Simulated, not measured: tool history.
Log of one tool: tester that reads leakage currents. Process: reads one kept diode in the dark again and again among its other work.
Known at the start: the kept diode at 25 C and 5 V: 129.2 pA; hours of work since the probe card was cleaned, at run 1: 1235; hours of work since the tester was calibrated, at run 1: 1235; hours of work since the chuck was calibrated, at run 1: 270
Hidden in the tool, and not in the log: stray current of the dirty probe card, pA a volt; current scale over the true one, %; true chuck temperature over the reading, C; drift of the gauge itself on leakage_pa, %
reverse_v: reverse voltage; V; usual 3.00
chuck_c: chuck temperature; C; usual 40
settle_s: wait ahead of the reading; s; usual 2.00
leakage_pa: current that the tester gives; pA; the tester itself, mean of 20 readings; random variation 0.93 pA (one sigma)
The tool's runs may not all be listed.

run	hour	reverse_v	chuck_c	settle_s	hours of work since the probe card was cleaned	hours of work since the tester was calibrated	hours of work since the chuck was calibrated	leakage_pa
1	0.0	3.00	40	2.00	1235	1235	270	311.19
2	220.2	3.00	40	2.00	1383	1383	418	309.97
3	360.0	3.00	40	2.00	1477	1477	512	310.22
4	518.2	3.00	40	2.00	1583	1583	618	311.89
5	654.5	3.00	40	2.00	1675	1675	710	312.39
6	897.0	3.00	40	1.87	1838	1838	873	312.03
# hour 955.8: chuck's temperature calibrated
7	1052.1	3.00	40	1.87	1940	1940	65	312.70
8	1215.0	3.00	26	2.00	2050	2050	174	116.04
9	1386.3	3.00	26	2.00	2165	2165	289	116.25
10	1616.0	3.00	25	2.00	2320	2320	444	107.23
11	1779.3	1.20	40	2.00	2429	2429	554	222.78
12	1935.5	3.00	40	2.00	2534	2534	659	312.04
13	2152.4	3.00	40	2.00	2680	2680	804	311.58
14	2288.2	3.00	40	2.00	2772	2772	896	311.78
# hour 2328.4: chuck's temperature calibrated
# hour 2369.4: tester calibrated
15	2419.1	3.00	40	2.00	2857	33	60	312.51
# hour 2463.7: probe card cleaned and baked
16	2689.3	3.00	40	0.70	152	213	239	310.68
17	2832.9	6.74	40	2.00	248	310	336	421.82
18	2952.5	15.24	23	0.95	329	390	416	172.43
19	3154.7	3.00	35	3.29	465	526	552	220.33
20	3319.9	19.42	40	1.04	576	637	663	622.74
21	3559.5	19.42	40	1.04	737	798	824	624.66
# hour 3697.9: chuck's temperature calibrated
22	3717.5	19.42	40	1.04	842	903	13	620.70
23	3884.6	3.00	40	1.32	954	1015	126	310.49
24	4097.6	3.00	48	2.00	1097	1158	269	524.93
25	4278.3	3.00	38	2.00	1219	1280	390	272.01
26	4519.4	3.00	42	0.73	1381	1442	552	355.25
27	4772.8	15.83	42	0.33	1551	1612	723	672.98
28	4932.9	4.15	40	0.73	1659	1720	830	351.77
# hour 5066.9: chuck's temperature calibrated
29	5142.0	4.15	40	0.73	1798	1859	50	350.07
30	5326.5	10.91	28	0.73	1922	1983	175	218.17
31	5594.5	1.89	29	2.73	2102	2163	355	121.58
32	5750.5	1.89	29	2.73	2207	2268	460	121.47

How the hidden state differs across the entries between the runs, from the last listed run before each to the first after it:
Between runs 6 and 7: chuck's temperature calibrated (hour 955.8)
  stray current of the dirty probe card, pA a volt: 0.05 -> 0.052; true chuck temperature over the reading, C: 0.02 -> 0
  measured less the result without the state, leakage_pa: +0.39 -> +0.13 pA
Between runs 14 and 15: chuck's temperature calibrated (hour 2328.4); tester calibrated (hour 2369.4)
  stray current of the dirty probe card, pA a volt: 0.067 -> 0.068; current scale over the true one, %: -0.03 -> 0; true chuck temperature over the reading, C: 0.02 -> 0
  measured less the result without the state, leakage_pa: +0.45 -> +0.19 pA
Between runs 15 and 16: probe card cleaned and baked (hour 2463.7)
  stray current of the dirty probe card, pA a volt: 0.068 -> 0.023
  measured less the result without the state, leakage_pa: +0.19 -> +0.11 pA
Between runs 21 and 22: chuck's temperature calibrated (hour 3697.9)
  stray current of the dirty probe card, pA a volt: 0.033 -> 0.035; current scale over the true one, %: 0 -> -0.01; true chuck temperature over the reading, C: 0.02 -> 0
  measured less the result without the state, leakage_pa: +0.87 -> +0.35 pA
Between runs 28 and 29: chuck's temperature calibrated (hour 5066.9)
  stray current of the dirty probe card, pA a volt: 0.05 -> 0.052; current scale over the true one, %: -0.01 -> -0.02; true chuck temperature over the reading, C: 0.02 -> 0
  measured less the result without the state, leakage_pa: +0.47 -> +0.13 pA

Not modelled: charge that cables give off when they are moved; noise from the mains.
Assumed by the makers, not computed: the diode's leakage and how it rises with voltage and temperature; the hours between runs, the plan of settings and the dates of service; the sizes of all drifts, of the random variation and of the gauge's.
